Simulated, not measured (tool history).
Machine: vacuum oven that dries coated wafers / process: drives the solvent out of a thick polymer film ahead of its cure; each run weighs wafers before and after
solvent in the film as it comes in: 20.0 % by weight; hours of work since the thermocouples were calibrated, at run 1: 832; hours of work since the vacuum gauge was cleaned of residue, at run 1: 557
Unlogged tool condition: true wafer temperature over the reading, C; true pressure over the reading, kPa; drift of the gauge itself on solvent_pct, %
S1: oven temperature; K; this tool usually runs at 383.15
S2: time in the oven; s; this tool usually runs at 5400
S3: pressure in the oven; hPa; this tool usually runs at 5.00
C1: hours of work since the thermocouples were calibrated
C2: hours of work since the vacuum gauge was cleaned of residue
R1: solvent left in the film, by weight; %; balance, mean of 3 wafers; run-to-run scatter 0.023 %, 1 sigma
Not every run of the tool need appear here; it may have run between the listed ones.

Run 1, hour 0.0: usual settings; C1 832; C2 557. Result: R1 1.50 %.
Run 2, hour 29.2: usual settings; C1 853; C2 578. Result: R1 1.43 %.
Run 3, hour 46.4: usual settings but S2 3960 s; C1 866; C2 590. Result: R1 2.66 %.
Run 4, hour 64.4: usual settings but S2 3960 s; C1 879; C2 603. Result: R1 2.69 %.
Run 5, hour 85.2: usual settings but S1 372.15 K; C1 893; C2 618. Result: R1 3.80 %.
Run 6, hour 109.6: usual settings but S1 372.15 K; C1 911; C2 635. Result: R1 3.77 %.
Run 7, hour 137.1: usual settings but S1 372.15 K; C1 931; C2 655. Result: R1 3.77 %.
Run 8, hour 157.0: usual settings but S2 3120 s; C1 945; C2 669. Result: R1 3.88 %.
Run 9, hour 186.3: usual settings but S3 13.06 hPa; C1 966; C2 690. Result: R1 1.78 %.
Run 10, hour 218.7: usual settings but S1 398.15 K, S3 11.64 hPa; C1 989; C2 714. Result: R1 0.39 %.
Run 11, hour 243.1: usual settings but S1 398.15 K, S3 11.64 hPa; C1 1007; C2 731. Result: R1 0.41 %.
Run 12, hour 258.5: usual settings but S1 392.15 K, S3 3.63 hPa; C1 1018; C2 742. Result: R1 0.46 %.
Run 13, hour 284.1: usual settings but S1 376.15 K, S2 6960 s, S3 2.96 hPa; C1 1036; C2 761. Result: R1 1.68 %.
Run 14, hour 303.6: usual settings but S1 376.15 K, S2 6960 s, S3 16.08 hPa; C1 1050; C2 775. Result: R1 2.23 %.
Run 15, hour 317.5: usual settings but S1 386.15 K, S3 4.60 hPa; C1 1060; C2 785. Result: R1 1.05 %.

Predict each of these 3 candidate next runs independently; none follows another, all start after run 15:
Run A, hour 342.2: usual settings but S1 375.15 K, S3 3.35 hPa; C1 1078; C2 802. Result: R1 ?.
Run B, hour 342.2: usual settings but S1 390.15 K; C1 1078; C2 802. Result: R1 ?.
Run C, hour 342.2: usual settings but S1 386.15 K, S2 4020 s, S3 8.08 hPa; C1 1078; C2 802. Result: R1 ?.

run    R1
  A  2.98
  B  0.64
  C  2.07
Had the tool no hidden state, the same runs would have come out as:
run    R1
  A  2.98
  B  0.64
  C  2.08

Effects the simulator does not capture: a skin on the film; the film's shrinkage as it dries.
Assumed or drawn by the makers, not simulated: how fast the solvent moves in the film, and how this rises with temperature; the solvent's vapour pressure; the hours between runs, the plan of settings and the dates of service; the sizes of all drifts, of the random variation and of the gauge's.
